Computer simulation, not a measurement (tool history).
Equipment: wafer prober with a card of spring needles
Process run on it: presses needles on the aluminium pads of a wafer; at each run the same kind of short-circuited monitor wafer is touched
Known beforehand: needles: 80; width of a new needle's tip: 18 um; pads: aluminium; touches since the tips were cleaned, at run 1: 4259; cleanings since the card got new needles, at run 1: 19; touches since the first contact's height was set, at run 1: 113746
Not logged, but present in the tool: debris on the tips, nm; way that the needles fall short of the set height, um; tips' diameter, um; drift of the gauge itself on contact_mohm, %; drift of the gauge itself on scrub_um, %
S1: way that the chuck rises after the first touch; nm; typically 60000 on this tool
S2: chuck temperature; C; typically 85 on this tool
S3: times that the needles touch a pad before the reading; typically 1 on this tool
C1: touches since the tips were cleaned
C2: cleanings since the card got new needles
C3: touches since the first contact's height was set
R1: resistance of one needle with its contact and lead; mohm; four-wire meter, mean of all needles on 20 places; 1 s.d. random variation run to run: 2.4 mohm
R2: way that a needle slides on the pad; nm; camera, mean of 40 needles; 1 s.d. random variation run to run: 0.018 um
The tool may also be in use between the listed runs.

Run 1, hour 0: usual settings; C1 4259; C2 19; C3 113746. Result: R1 273 mohm, R2 9110 nm.
At hour 1.8: tips cleaned on abrasive film.
At hour 8.6: tips cleaned on abrasive film.
At hour 17.1: tips cleaned on abrasive film.
Run 2, hour 19.8: usual settings; C1 1958; C2 22; C3 127872. Result: R1 273 mohm, R2 9110 nm.
At hour 25: tips cleaned on abrasive film.
At hour 31.8: tips cleaned on abrasive film.
At hour 40.4: tips cleaned on abrasive film.
At hour 47.2: tips cleaned on abrasive film.
At hour 55.7: tips cleaned on abrasive film.
Run 3, hour 56.8: usual settings; C1 818; C2 27; C3 154244. Result: R1 272 mohm, R2 9110 nm.
At hour 63.7: tips cleaned on abrasive film.
At hour 70.5: tips cleaned on abrasive film.
At hour 77.4: tips cleaned on abrasive film.
Run 4, hour 82.3: usual settings but S2 72 C; C1 3580; C2 30; C3 172427. Result: R1 269 mohm, R2 9110 nm.
At hour 85.8: tips cleaned on abrasive film.
At hour 94.3: tips cleaned on abrasive film.
At hour 102.8: tips cleaned on abrasive film.
At hour 103.1: height of the first contact set anew.
Run 5, hour 107.1: usual settings but S3 2; C1 2912; C2 33; C3 2912. Result: R1 276 mohm, R2 9120 nm.
At hour 110.6: tips cleaned on abrasive film.
At hour 117.5: tips cleaned on abrasive film.
At hour 126: tips cleaned on abrasive film.
At hour 132.8: tips cleaned on abrasive film.
At hour 141.3: tips cleaned on abrasive film.
At hour 148.2: tips cleaned on abrasive film.
Run 6, hour 152.9: usual settings; C1 3393; C2 39; C3 35509. Result: R1 272 mohm, R2 9100 nm.
At hour 156.3: tips cleaned on abrasive film.
At hour 164.8: tips cleaned on abrasive film.
At hour 171.7: tips cleaned on abrasive film.
At hour 180.2: tips cleaned on abrasive film.
At hour 188.7: tips cleaned on abrasive film.
Run 7, hour 193.2: usual settings; C1 3256; C2 44; C3 64318. Result: R1 272 mohm, R2 9100 nm.
At hour 196.7: tips cleaned on abrasive film.
At hour 205.2: tips cleaned on abrasive film.
At hour 212.1: tips cleaned on abrasive film.
Run 8, hour 216.3: usual settings; C1 3093; C2 47; C3 80797. Result: R1 276 mohm, R2 9080 nm.
At hour 219.8: tips cleaned on abrasive film.
At hour 228.3: tips cleaned on abrasive film.
At hour 236.8: tips cleaned on abrasive film.
At hour 243.7: tips cleaned on abrasive film.
At hour 252.2: tips cleaned on abrasive film.
At hour 259: tips cleaned on abrasive film.
Run 9, hour 262.2: usual settings; C1 2320; C2 53; C3 113538. Result: R1 272 mohm, R2 9070 nm.
At hour 267.4: tips cleaned on abrasive film.
At hour 274.2: tips cleaned on abrasive film.
At hour 282.8: tips cleaned on abrasive film.
Run 10, hour 289.5: usual settings; C1 4855; C2 56; C3 132996. Result: R1 280 mohm, R2 9060 nm.
At hour 291.3: tips cleaned on abrasive film.
At hour 299.8: tips cleaned on abrasive film.
At hour 308.3: tips cleaned on abrasive film.
Run 11, hour 309.2: usual settings but S1 75000 nm; C1 629; C2 59; C3 147011. Result: R1 277 mohm, R2 11280 nm.
At hour 316: tips cleaned on abrasive film.
At hour 324.5: tips cleaned on abrasive film.
At hour 331.4: tips cleaned on abrasive film.
At hour 338.2: tips cleaned on abrasive film.
At hour 346.7: tips cleaned on abrasive film.
At hour 354.1: tips cleaned on abrasive film.
Run 12, hour 354.1: usual settings but S1 75000 nm; C1 0; C2 65; C3 179043. Result: R1 272 mohm, R2 11310 nm.
At hour 362.6: tips cleaned on abrasive film.
At hour 366.3: height of the first contact set anew.
At hour 369.8: tips cleaned on abrasive film.
At hour 378.3: tips cleaned on abrasive film.
At hour 385.1: tips cleaned on abrasive film.
At hour 393.6: tips cleaned on abrasive film.
Run 13, hour 399.6: usual settings but S1 41000 nm, S2 40 C, S3 3; C1 4331; C2 70; C3 23801. Result: R1 266 mohm, R2 6150 nm.
At hour 401.4: tips cleaned on abrasive film.
At hour 408.2: tips cleaned on abrasive film.
At hour 415.1: tips cleaned on abrasive film.
Run 14, hour 421.1: usual settings but S1 59000 nm, S2 30 C; C1 4333; C2 73; C3 39086. Result: R1 259 mohm, R2 8880 nm.
At hour 422.9: tips cleaned on abrasive film.
At hour 431.4: tips cleaned on abrasive film.
At hour 439.9: tips cleaned on abrasive film.
At hour 448.4: tips cleaned on abrasive film.
At hour 455.3: tips cleaned on abrasive film.
At hour 463.8: tips cleaned on abrasive film.
Run 15, hour 465.6: usual settings but S1 64000 nm, S2 118 C, S3 3; C1 1329; C2 79; C3 70838. Result: R1 287 mohm, R2 9570 nm.
At hour 470.8: tips cleaned on abrasive film.
At hour 479.3: tips cleaned on abrasive film.
At hour 486.1: tips cleaned on abrasive film.
Run 16, hour 492.8: usual settings but S1 80000 nm, S2 48 C, S3 3; C1 4833; C2 82; C3 90268. Result: R1 265 mohm, R2 11980 nm.
At hour 494.6: tips cleaned on abrasive film.
At hour 503.1: tips cleaned on abrasive film.
At hour 511.6: tips cleaned on abrasive film.
At hour 518.5: tips cleaned on abrasive film.
Run 17, hour 519.9: usual settings but S1 55000 nm, S2 121 C, S3 3; C1 1068; C2 86; C3 109590. Result: R1 282 mohm, R2 8210 nm.
At hour 526.8: tips cleaned on abrasive film.
At hour 535.3: tips cleaned on abrasive film.
At hour 543.8: tips cleaned on abrasive film.
At hour 550.7: tips cleaned on abrasive film.
At hour 559.2: tips cleaned on abrasive film.
Run 18, hour 565: usual settings but S1 55000 nm, S2 121 C, S3 3; C1 4209; C2 91; C3 141787. Result: R1 286 mohm, R2 8240 nm.
At hour 566.8: tips cleaned on abrasive film.
At hour 575.3: tips cleaned on abrasive film.
At hour 583.8: tips cleaned on abrasive film.
Run 19, hour 587: usual settings but S1 55000 nm, S2 46 C, S3 3; C1 2273; C2 94; C3 157447. Result: R1 266 mohm, R2 8210 nm.
At hour 592.1: tips cleaned on abrasive film.
At hour 599: tips cleaned on abrasive film.
At hour 607.5: tips cleaned on abrasive film.
At hour 614.3: tips cleaned on abrasive film.
At hour 622.8: tips cleaned on abrasive film.
Run 20, hour 625.9: usual settings but S2 88 C, S3 3; C1 2232; C2 99; C3 185233. Result: R1 275 mohm, R2 8950 nm.
At hour 629.6: height of the first contact set anew.
At hour 631.4: tips cleaned on abrasive film.
At hour 638.2: tips cleaned on abrasive film.
At hour 646.7: tips cleaned on abrasive film.
At hour 655.3: tips cleaned on abrasive film.
At hour 663.8: tips cleaned on abrasive film.
At hour 672.3: tips cleaned on abrasive film.
Run 21, hour 673.2: usual settings but S1 41000 nm, S2 80 C, S3 2; C1 647; C2 105; C3 31069. Result: R1 280 mohm, R2 6090 nm.
At hour 680: tips cleaned on abrasive film.
At hour 688.6: tips cleaned on abrasive film.
At hour 695.4: tips cleaned on abrasive film.
At hour 700.4: gauge calibrated.
Run 22, hour 702: usual settings but S1 41000 nm, S2 80 C, S3 2; C1 4768; C2 108; C3 51656. Result: R1 283 mohm, R2 6220 nm.
At hour 703.8: tips cleaned on abrasive film.
At hour 710.6: tips cleaned on abrasive film.
At hour 719.1: tips cleaned on abrasive film.
At hour 726: tips cleaned on abrasive film.
Run 23, hour 727.4: usual settings but S1 41000 nm, S2 80 C; C1 1049; C2 112; C3 69742. Result: R1 279 mohm, R2 6240 nm.
At hour 734.3: tips cleaned on abrasive film.
At hour 742.8: tips cleaned on abrasive film.
At hour 749.8: tips cleaned on abrasive film.
Run 24, hour 749.8: usual settings but S1 75000 nm, S2 88 C, S3 2; C1 0; C2 115; C3 85674. Result: R1 273 mohm, R2 11370 nm.

What differs in the tool's unlogged condition from the final listed run ahead of each entry between runs to the first listed run following it?
Between runs 1 and 2: tips cleaned on abrasive film (hour 1.8); tips cleaned on abrasive film (hour 8.6); tips cleaned on abrasive film (hour 17.1)
  debris on the tips, nm: 0.5 -> 0.3; drift of the gauge itself on scrub_um, %: 0 -> -0.06
  the result without the hidden state subtracted from the measured one, R2: +0 -> -10 nm
Between runs 2 and 3: tips cleaned on abrasive film (hour 25); tips cleaned on abrasive film (hour 31.8); tips cleaned on abrasive film (hour 40.4); tips cleaned on abrasive film (hour 47.2); tips cleaned on abrasive film (hour 55.7)
  debris on the tips, nm: 0.3 -> 0.2; way that the needles fall short of the set height, um: 0 -> 0.01; drift of the gauge itself on scrub_um, %: -0.06 -> -0.16
  the result without the hidden state subtracted from the measured one, R2: -10 -> -10 nm
Between runs 3 and 4: tips cleaned on abrasive film (hour 63.7); tips cleaned on abrasive film (hour 70.5); tips cleaned on abrasive film (hour 77.4)
  debris on the tips, nm: 0.2 -> 0.5; drift of the gauge itself on scrub_um, %: -0.16 -> -0.24
  the result without the hidden state subtracted from the measured one, R2: -10 -> -20 nm
Between runs 4 and 5: tips cleaned on abrasive film (hour 85.8); tips cleaned on abrasive film (hour 94.3); tips cleaned on abrasive film (hour 102.8); height of the first contact set anew (hour 103.1)
  debris on the tips, nm: 0.5 -> 0.4; way that the needles fall short of the set height, um: 0.01 -> 0; drift of the gauge itself on scrub_um, %: -0.24 -> -0.31
  the result without the hidden state subtracted from the measured one, R2: -20 -> -30 nm
Between runs 5 and 6: tips cleaned on abrasive film (hour 110.6); tips cleaned on abrasive film (hour 117.5); tips cleaned on abrasive film (hour 126); tips cleaned on abrasive film (hour 132.8); tips cleaned on abrasive film (hour 141.3); tips cleaned on abrasive film (hour 148.2)
  drift of the gauge itself on scrub_um, %: -0.31 -> -0.44
  the result without the hidden state subtracted from the measured one, R2: -30 -> -40 nm
Between runs 6 and 7: tips cleaned on abrasive film (hour 156.3); tips cleaned on abrasive film (hour 164.8); tips cleaned on abrasive film (hour 171.7); tips cleaned on abrasive film (hour 180.2); tips cleaned on abrasive film (hour 188.7)
  drift of the gauge itself on scrub_um, %: -0.44 -> -0.55
  the result without the hidden state subtracted from the measured one, R2: -40 -> -50 nm
Between runs 7 and 8: tips cleaned on abrasive film (hour 196.7); tips cleaned on abrasive film (hour 205.2); tips cleaned on abrasive film (hour 212.1)
  drift of the gauge itself on scrub_um, %: -0.55 -> -0.62
  the result without the hidden state subtracted from the measured one, R2: -50 -> -60 nm
Between runs 8 and 9: tips cleaned on abrasive film (hour 219.8); tips cleaned on abrasive film (hour 228.3); tips cleaned on abrasive film (hour 236.8); tips cleaned on abrasive film (hour 243.7); tips cleaned on abrasive film (hour 252.2); tips cleaned on abrasive film (hour 259)
  debris on the tips, nm: 0.4 -> 0.3; drift of the gauge itself on scrub_um, %: -0.62 -> -0.75
  the result without the hidden state subtracted from the measured one, R2: -60 -> -70 nm
Between runs 9 and 10: tips cleaned on abrasive film (hour 267.4); tips cleaned on abrasive film (hour 274.2); tips cleaned on abrasive film (hour 282.8)
  debris on the tips, nm: 0.3 -> 0.5; way that the needles fall short of the set height, um: 0 -> 0.01; drift of the gauge itself on scrub_um, %: -0.75 -> -0.83
  the result without the hidden state subtracted from the measured one, R2: -70 -> -80 nm
Between runs 10 and 11: tips cleaned on abrasive film (hour 291.3); tips cleaned on abrasive film (hour 299.8); tips cleaned on abrasive film (hour 308.3)
  debris on the tips, nm: 0.5 -> 0.1; drift of the gauge itself on scrub_um, %: -0.83 -> -0.89
  the result without the hidden state subtracted from the measured one, R2: -80 -> -100 nm
Between runs 11 and 12: tips cleaned on abrasive film (hour 316); tips cleaned on abrasive film (hour 324.5); tips cleaned on abrasive film (hour 331.4); tips cleaned on abrasive film (hour 338.2); tips cleaned on abrasive film (hour 346.7); tips cleaned on abrasive film (hour 354.1)
  debris on the tips, nm: 0.1 -> 0; tips' diameter, um: 18 -> 18.01; drift of the gauge itself on scrub_um, %: -0.89 -> -1.02
  the result without the hidden state subtracted from the measured one, R2: -100 -> -120 nm
Between runs 12 and 13: tips cleaned on abrasive film (hour 362.6); height of the first contact set anew (hour 366.3); tips cleaned on abrasive film (hour 369.8); tips cleaned on abrasive film (hour 378.3); tips cleaned on abrasive film (hour 385.1); tips cleaned on abrasive film (hour 393.6)
  debris on the tips, nm: 0 -> 0.5; way that the needles fall short of the set height, um: 0.01 -> 0; drift of the gauge itself on scrub_um, %: -1.02 -> -1.15
  the result without the hidden state subtracted from the measured one, R2: -120 -> -70 nm
Between runs 13 and 14: tips cleaned on abrasive film (hour 401.4); tips cleaned on abrasive film (hour 408.2); tips cleaned on abrasive film (hour 415.1)
  drift of the gauge itself on scrub_um, %: -1.15 -> -1.21
  the result without the hidden state subtracted from the measured one, R2: -70 -> -110 nm
Between runs 14 and 15: tips cleaned on abrasive film (hour 422.9); tips cleaned on abrasive film (hour 431.4); tips cleaned on abrasive film (hour 439.9); tips cleaned on abrasive film (hour 448.4); tips cleaned on abrasive film (hour 455.3); tips cleaned on abrasive film (hour 463.8)
  debris on the tips, nm: 0.5 -> 0.2; drift of the gauge itself on scrub_um, %: -1.21 -> -1.34
  the result without the hidden state subtracted from the measured one, R2: -110 -> -130 nm
Between runs 15 and 16: tips cleaned on abrasive film (hour 470.8); tips cleaned on abrasive film (hour 479.3); tips cleaned on abrasive film (hour 486.1)
  debris on the tips, nm: 0.2 -> 0.5; drift of the gauge itself on scrub_um, %: -1.34 -> -1.42
  the result without the hidden state subtracted from the measured one, R2: -130 -> -170 nm
Between runs 16 and 17: tips cleaned on abrasive film (hour 494.6); tips cleaned on abrasive film (hour 503.1); tips cleaned on abrasive film (hour 511.6); tips cleaned on abrasive film (hour 518.5)
  debris on the tips, nm: 0.5 -> 0.2; drift of the gauge itself on scrub_um, %: -1.42 -> -1.49
  the result without the hidden state subtracted from the measured one, R2: -170 -> -120 nm
Between runs 17 and 18: tips cleaned on abrasive film (hour 526.8); tips cleaned on abrasive film (hour 535.3); tips cleaned on abrasive film (hour 543.8); tips cleaned on abrasive film (hour 550.7); tips cleaned on abrasive film (hour 559.2)
  debris on the tips, nm: 0.2 -> 0.5; way that the needles fall short of the set height, um: 0 -> 0.01; drift of the gauge itself on scrub_um, %: -1.49 -> -1.62
  the result without the hidden state subtracted from the measured one, R2: -120 -> -130 nm
Between runs 18 and 19: tips cleaned on abrasive film (hour 566.8); tips cleaned on abrasive film (hour 575.3); tips cleaned on abrasive film (hour 583.8)
  debris on the tips, nm: 0.5 -> 0.3; drift of the gauge itself on scrub_um, %: -1.62 -> -1.69
  the result without the hidden state subtracted from the measured one, R2: -130 -> -140 nm
Between runs 19 and 20: tips cleaned on abrasive film (hour 592.1); tips cleaned on abrasive film (hour 599); tips cleaned on abrasive film (hour 607.5); tips cleaned on abrasive film (hour 614.3); tips cleaned on abrasive film (hour 622.8)
  drift of the gauge itself on scrub_um, %: -1.69 -> -1.8
  the result without the hidden state subtracted from the measured one, R2: -140 -> -160 nm
Between runs 20 and 21: height of the first contact set anew (hour 629.6); tips cleaned on abrasive film (hour 631.4); tips cleaned on abrasive film (hour 638.2); tips cleaned on abrasive film (hour 646.7); tips cleaned on abrasive film (hour 655.3); tips cleaned on abrasive film (hour 663.8); tips cleaned on abrasive film (hour 672.3)
  debris on the tips, nm: 0.3 -> 0.1; way that the needles fall short of the set height, um: 0.01 -> 0; drift of the gauge itself on scrub_um, %: -1.8 -> -1.93
  the result without the hidden state subtracted from the measured one, R2: -160 -> -120 nm
Between runs 21 and 22: tips cleaned on abrasive film (hour 680); tips cleaned on abrasive film (hour 688.6); tips cleaned on abrasive film (hour 695.4); gauge calibrated (hour 700.4)
  debris on the tips, nm: 0.1 -> 0.5; drift of the gauge itself on scrub_um, %: -1.93 -> 0
  the result without the hidden state subtracted from the measured one, R2: -120 -> +0 nm
Between runs 22 and 23: tips cleaned on abrasive film (hour 703.8); tips cleaned on abrasive film (hour 710.6); tips cleaned on abrasive film (hour 719.1); tips cleaned on abrasive film (hour 726)
  debris on the tips, nm: 0.5 -> 0.2; drift of the gauge itself on scrub_um, %: 0 -> -0.08
  the result without the hidden state subtracted from the measured one, R2: +0 -> +0 nm
Between runs 23 and 24: tips cleaned on abrasive film (hour 734.3); tips cleaned on abrasive film (hour 742.8); tips cleaned on abrasive film (hour 749.8)
  debris on the tips, nm: 0.2 -> 0.1; drift of the gauge itself on scrub_um, %: -0.08 -> -0.14
  the result without the hidden state subtracted from the measured one, R2: +0 -> -20 nm
